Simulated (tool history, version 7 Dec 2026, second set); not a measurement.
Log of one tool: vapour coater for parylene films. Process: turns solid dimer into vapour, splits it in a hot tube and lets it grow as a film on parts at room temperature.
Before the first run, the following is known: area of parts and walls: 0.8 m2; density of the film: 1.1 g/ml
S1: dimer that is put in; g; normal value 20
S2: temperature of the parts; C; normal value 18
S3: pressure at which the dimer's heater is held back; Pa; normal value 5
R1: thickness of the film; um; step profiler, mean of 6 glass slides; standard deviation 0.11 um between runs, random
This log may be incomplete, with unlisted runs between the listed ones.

run   hour  S1  S2     S3     R1
  1      0  20  18      5  14.03
  2   33.3  20  18      5  13.88
  3   66.3  20  18      5  13.62
  4   83.5  20  18      5  13.81
  5  110.4  20  18      5  13.72
  6  138.2  20  18  10.91  12.74
  7  169.4  20  18  10.91  12.77
  8  193.3  20  18  10.91  12.68
  9  213.1  20  30      5   9.38
 10  236.1  20  27      5  10.41
 11  260.9  18  18      5  12.27
 12  289.4  18  18      5  12.06
 13    323  18  18      5  12.14
 14  344.4  18  18      5  12.08
 15  379.9  18  18      5  11.77
 16    410  18  18      5  11.86
 17  444.6  18  18      5  11.88
 18  479.1  18  18      5  11.94
     485.7  -- trap's valve overhauled
 19  516.7  18  18      5  12.86
 20  533.5  18  18      5  12.73
 21  566.3  20  18      5   14.2
 22    597  10  18      6   6.99
 23  622.4  10  26   7.38   5.33
 24  638.7  21  18      5  14.64
 25  671.4  21  18      5  14.32
 26  702.8   9  11   3.33   7.93
 27  734.2  17  11   9.11  13.77
 28  756.7  17  11   9.11  13.65
 29  773.2  13  11   9.11  10.24
 30  795.8  19  25   9.11     10
 31  826.7  32  14   4.86  24.67
 32  858.4  32  14   4.86  24.07
 33  873.3  36  23   3.45  21.52
 34  895.6  29  18    8.2  18.79

The next listed run, before its measurement:
 35  918.5  29  18  8.2   ?

For run 35 the tool returned R1 18.64 um.
Without the tool's hidden state the same run would have given R1 20.44 um.
